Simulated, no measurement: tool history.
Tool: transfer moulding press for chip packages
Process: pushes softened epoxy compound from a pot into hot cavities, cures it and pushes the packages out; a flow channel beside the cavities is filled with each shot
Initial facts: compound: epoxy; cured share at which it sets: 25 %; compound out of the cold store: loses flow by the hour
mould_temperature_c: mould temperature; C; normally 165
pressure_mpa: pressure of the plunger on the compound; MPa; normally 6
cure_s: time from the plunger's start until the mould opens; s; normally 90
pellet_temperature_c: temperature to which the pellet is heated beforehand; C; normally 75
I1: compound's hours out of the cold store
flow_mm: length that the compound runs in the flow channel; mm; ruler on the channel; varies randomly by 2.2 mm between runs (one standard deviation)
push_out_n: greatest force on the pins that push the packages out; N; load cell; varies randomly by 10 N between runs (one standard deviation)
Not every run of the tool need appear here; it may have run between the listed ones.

Run 1, hour 0: usual settings; I1 19.5. Result: flow_mm 591 mm, push_out_n 491 N.
At hour 49: cavities cleaned with cleaning compound and waxed.
Run 2, hour 91.1: usual settings but pressure_mpa 6.44 MPa; I1 10.8. Result: flow_mm 635 mm, push_out_n 881 N.
At hour 98.7: cavities cleaned with cleaning compound and waxed.
At hour 151.2: cavities cleaned with cleaning compound and waxed.
Run 3, hour 178.3: usual settings but pressure_mpa 6.44 MPa, pellet_temperature_c 81 C; I1 8.8. Result: flow_mm 637 mm, push_out_n 687 N.
At hour 200.5: cavities cleaned with cleaning compound and waxed.
Run 4, hour 229.5: usual settings; I1 43.6. Result: flow_mm 505 mm, push_out_n 655 N.
At hour 246.5: cavities cleaned with cleaning compound and waxed.
At hour 295.3: cavities cleaned with cleaning compound and waxed.
Run 5, hour 312.8: usual settings but mould_temperature_c 160 C; I1 11.9. Result: flow_mm 599 mm, push_out_n 865 N.
At hour 329.4: plunger's sealing rings changed.
At hour 346.9: cavities cleaned with cleaning compound and waxed.
Run 6, hour 363.8: usual settings; I1 39.7. Result: flow_mm 529 mm, push_out_n 575 N.
At hour 380: cavities cleaned with cleaning compound and waxed, once more.
Run 7, hour 418.9: usual settings but pressure_mpa 4.99 MPa; I1 11. Result: flow_mm 560 mm, push_out_n 722 N.
At hour 425.7: cavities cleaned with cleaning compound and waxed.
At hour 472.9: cavities cleaned with cleaning compound and waxed.
Run 8, hour 512.1: usual settings but pressure_mpa 4.99 MPa; I1 26.5. Result: flow_mm 507 mm, push_out_n 664 N.
At hour 524.1: cavities cleaned with cleaning compound and waxed.
At hour 576.8: cavities cleaned with cleaning compound and waxed.
Run 9, hour 602.4: usual settings but pressure_mpa 4.99 MPa; I1 40. Result: flow_mm 462 mm, push_out_n 602 N.
At hour 627.1: cavities cleaned with cleaning compound and waxed.
Run 10, hour 643.3: usual settings but pressure_mpa 4.99 MPa; I1 10.1. Result: flow_mm 540 mm, push_out_n 588 N.
At hour 672.4: plunger's sealing rings changed.
At hour 679.9: cavities cleaned with cleaning compound and waxed.
Run 11, hour 721: usual settings but pressure_mpa 4.99 MPa; I1 19.3. Result: flow_mm 540 mm, push_out_n 673 N.
At hour 727.8: cavities cleaned with cleaning compound and waxed.
At hour 776.1: cavities cleaned with cleaning compound and waxed.
Run 12, hour 797: usual settings but pressure_mpa 4.99 MPa; I1 38.8. Result: flow_mm 475 mm, push_out_n 623 N.
At hour 821.9: cavities cleaned with cleaning compound and waxed.
Run 13, hour 858.7: usual settings but mould_temperature_c 163 C, pressure_mpa 4.99 MPa, cure_s 127 s, pellet_temperature_c 76 C; I1 36.5. Result: flow_mm 483 mm, push_out_n 571 N.
At hour 868.2: cavities cleaned with cleaning compound and waxed.
At hour 915.9: cavities cleaned with cleaning compound and waxed.
Run 14, hour 924.1: usual settings but cure_s 85 s; I1 25.4. Result: flow_mm 551 mm, push_out_n 550 N.
At hour 966.3: cavities cleaned with cleaning compound and waxed.
At hour 1017.8: plunger's sealing rings changed.
At hour 1019.3: cavities cleaned with cleaning compound and waxed.
Run 15, hour 1023.7: usual settings but pressure_mpa 6.85 MPa, cure_s 105 s; I1 11.5. Result: flow_mm 658 mm, push_out_n 421 N.
At hour 1032.5: mould's thermocouples calibrated.
At hour 1067.8: cavities cleaned with cleaning compound and waxed.
Run 16, hour 1082.2: usual settings but pressure_mpa 6.85 MPa, cure_s 105 s; I1 29. Result: flow_mm 596 mm, push_out_n 544 N.
At hour 1114.6: cavities cleaned with cleaning compound and waxed.
Run 17, hour 1126.4: usual settings but mould_temperature_c 161 C, pressure_mpa 5.64 MPa, pellet_temperature_c 69 C; I1 24.5. Result: flow_mm 561 mm, push_out_n 788 N.
At hour 1166.1: cavities cleaned with cleaning compound and waxed.
Run 18, hour 1200.1: usual settings but mould_temperature_c 161 C, pressure_mpa 5.64 MPa, pellet_temperature_c 69 C; I1 20.8. Result: flow_mm 567 mm, push_out_n 939 N.
At hour 1213.9: cavities cleaned with cleaning compound and waxed.
At hour 1262: cavities cleaned with cleaning compound and waxed.
Run 19, hour 1262: usual settings but mould_temperature_c 162 C, pellet_temperature_c 78 C; I1 39.1. Result: flow_mm 523 mm, push_out_n 513 N.
At hour 1309.2: cavities cleaned with cleaning compound and waxed.
Run 20, hour 1339.6: usual settings but mould_temperature_c 162 C, pellet_temperature_c 78 C; I1 36.3. Result: flow_mm 522 mm, push_out_n 817 N.
At hour 1361.7: plunger's sealing rings changed.
At hour 1363.2: cavities cleaned with cleaning compound and waxed.
Run 21, hour 1390.4: usual settings but mould_temperature_c 159 C, cure_s 79 s, pellet_temperature_c 81 C; I1 28.3. Result: flow_mm 573 mm, push_out_n 1348 N.
At hour 1410.5: cavities cleaned with cleaning compound and waxed.
At hour 1459.1: cavities cleaned with cleaning compound and waxed.
Run 22, hour 1474.6: usual settings but mould_temperature_c 159 C, pressure_mpa 5.7 MPa, cure_s 103 s, pellet_temperature_c 80 C; I1 18.5. Result: flow_mm 581 mm, push_out_n 668 N.

Consider 4 possible next runs. They are alternatives, not a sequence: every one starts from the tool as it was left by run 22. What does each give?
At hour 1511.2: cavities cleaned with cleaning compound and waxed.
Run A, hour 1549.2: usual settings but cure_s 93 s, pellet_temperature_c 74 C; I1 39. Result: flow_mm ?, push_out_n ?.
At hour 1511.2: cavities cleaned with cleaning compound and waxed.
Run B, hour 1549.2: usual settings but mould_temperature_c 173 C, pressure_mpa 5.25 MPa, cure_s 103 s, pellet_temperature_c 80 C; I1 35.9. Result: flow_mm ?, push_out_n ?.
At hour 1511.2: cavities cleaned with cleaning compound and waxed.
Run C, hour 1549.2: usual settings but mould_temperature_c 159 C, pressure_mpa 5.7 MPa, cure_s 77 s, pellet_temperature_c 80 C; I1 25.7. Result: flow_mm ?, push_out_n ?.
At hour 1511.2: cavities cleaned with cleaning compound and waxed.
Run D, hour 1549.2: usual settings but mould_temperature_c 163 C, cure_s 101 s, pellet_temperature_c 81 C; I1 18.9. Result: flow_mm ?, push_out_n ?.

run  flow_mm  push_out_n
  A      517         658
  B      478         581
  C      556        1541
  D      586         665
What these runs would have given with no unlogged condition in the tool:
run  flow_mm  push_out_n
  A      533         438
  B      493         381
  C      574        1042
  D      605         444
